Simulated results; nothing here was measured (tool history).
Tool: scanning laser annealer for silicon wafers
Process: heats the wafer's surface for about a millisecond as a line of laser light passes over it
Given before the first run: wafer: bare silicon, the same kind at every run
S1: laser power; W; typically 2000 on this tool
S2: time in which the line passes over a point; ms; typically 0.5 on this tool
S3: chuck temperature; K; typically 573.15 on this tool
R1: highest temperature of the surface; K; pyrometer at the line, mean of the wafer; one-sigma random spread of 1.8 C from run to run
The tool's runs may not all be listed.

| run | day | S1 | S2 | S3 | R1 |
|---|---|---|---|---|---|
| 1 | 0 | 2000 | 0.5 | 573.15 | 1263.15 |
| 2 | 3.317 | 2148 | 0.5 | 573.15 | 1311.15 |
|  | 5.883 | optics aligned, line set to its width |
| 3 | 7.129 | 2148 | 0.5 | 573.15 | 1313.15 |
| 4 | 8.883 | 2148 | 0.5 | 573.15 | 1316.15 |
| 5 | 10.775 | 2148 | 0.5 | 573.15 | 1314.15 |
| 6 | 12.767 | 2148 | 0.5 | 573.15 | 1310.15 |
| 7 | 14.546 | 2000 | 0.5 | 573.15 | 1260.15 |
|  | 15.679 | window over the wafer cleaned |
| 8 | 17.688 | 2000 | 0.5 | 573.15 | 1253.15 |
| 9 | 19.942 | 2000 | 0.5 | 573.15 | 1251.15 |
|  | 23.646 | window over the wafer cleaned, once more |
| 10 | 23.825 | 2000 | 0.5 | 573.15 | 1277.15 |
| 11 | 25.738 | 2000 | 0.5 | 573.15 | 1277.15 |
| 12 | 29.004 | 2000 | 0.5 | 573.15 | 1272.15 |
| 13 | 30.917 | 2164 | 0.396 | 542.15 | 1199.15 |
| 14 | 33.35 | 2109 | 0.357 | 565.15 | 1167.15 |
| 15 | 35.912 | 2189 | 0.508 | 560.15 | 1325.15 |
| 16 | 39.092 | 1832 | 0.501 | 569.15 | 1207.15 |
| 17 | 40.783 | 1832 | 0.501 | 569.15 | 1208.15 |
| 18 | 44.479 | 1998 | 0.5 | 560.15 | 1247.15 |
|  | 47.238 | window over the wafer cleaned |
| 19 | 47.358 | 1829 | 0.428 | 604.15 | 1194.15 |
| 20 | 49.612 | 2101 | 0.474 | 613.15 | 1324.15 |
| 21 | 52.308 | 2197 | 0.406 | 573.15 | 1248.15 |
| 22 | 54.133 | 2181 | 0.4 | 564.15 | 1226.15 |
| 23 | 55.879 | 2181 | 0.4 | 564.15 | 1226.15 |

Forecast each of these 4 alternatives for the next run:
| A | 57.658 | 2181 | 0.4 | 568.15 | ? |
| B | 57.658 | 2000 | 0.575 | 591.15 | ? |
| C | 57.658 | 2181 | 0.492 | 564.15 | ? |
| D | 57.658 | 1832 | 0.371 | 609.15 | ? |

| run | R1 |
|---|---|
| A | 1229.15 |
| B | 1349.15 |
| C | 1310.15 |
| D | 1143.15 |
The same runs, with their run-to-run variation unchanged, on a tool lacking any hidden condition would have given:
| run | R1 |
|---|---|
| A | 1236.15 |
| B | 1357.15 |
| C | 1318.15 |
| D | 1149.15 |

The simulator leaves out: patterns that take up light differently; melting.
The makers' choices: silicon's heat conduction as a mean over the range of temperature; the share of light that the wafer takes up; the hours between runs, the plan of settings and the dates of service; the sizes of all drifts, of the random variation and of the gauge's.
